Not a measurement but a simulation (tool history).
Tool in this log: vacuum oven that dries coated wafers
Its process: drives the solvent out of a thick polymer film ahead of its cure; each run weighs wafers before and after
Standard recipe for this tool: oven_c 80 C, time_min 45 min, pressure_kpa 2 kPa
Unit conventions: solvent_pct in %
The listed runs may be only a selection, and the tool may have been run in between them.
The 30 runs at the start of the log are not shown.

run	hour	oven_c	time_min	pressure_kpa	solvent_pct
31	2039.3	84	28	2.54	6.88
32	2123	76	27	2	9.28
# hour 2191.9: oven's thermocouples calibrated
33	2201.9	92	55	2	2.28
34	2272.3	65	70	2	8.76
35	2330.3	80	38	4.75	9.8
36	2410.7	87	63	5.24	6.85
37	2480.8	88	36	5.24	7.46
38	2535.1	69	25	5.24	17.2
39	2589	69	25	5.24	17.26
40	2644.1	79	36	7.23	14.15
41	2728.3	79	36	7.23	14.61
42	2793.7	74	35	2.08	8.66
43	2846.5	74	35	2.08	8.81
44	2918.6	72	58	2	7.17
45	2993.1	77	58	2	5.51
46	3035.4	80	38	1.79	5.77
47	3116	88	60	2	3.1

Below are 3 alternative next runs, each starting from the tool's condition after run 47. Predict each:
A	3181.2	80	23	2	?
B	3181.2	80	45	3.99	?
C	3181.2	80	80	2	?

run	solvent_pct
A	8.63
B	8.55
C	4.14
Stripped of hidden state, with their random variation kept, the same runs would have yielded:
run	solvent_pct
A	8.21
B	8.03
C	3.61
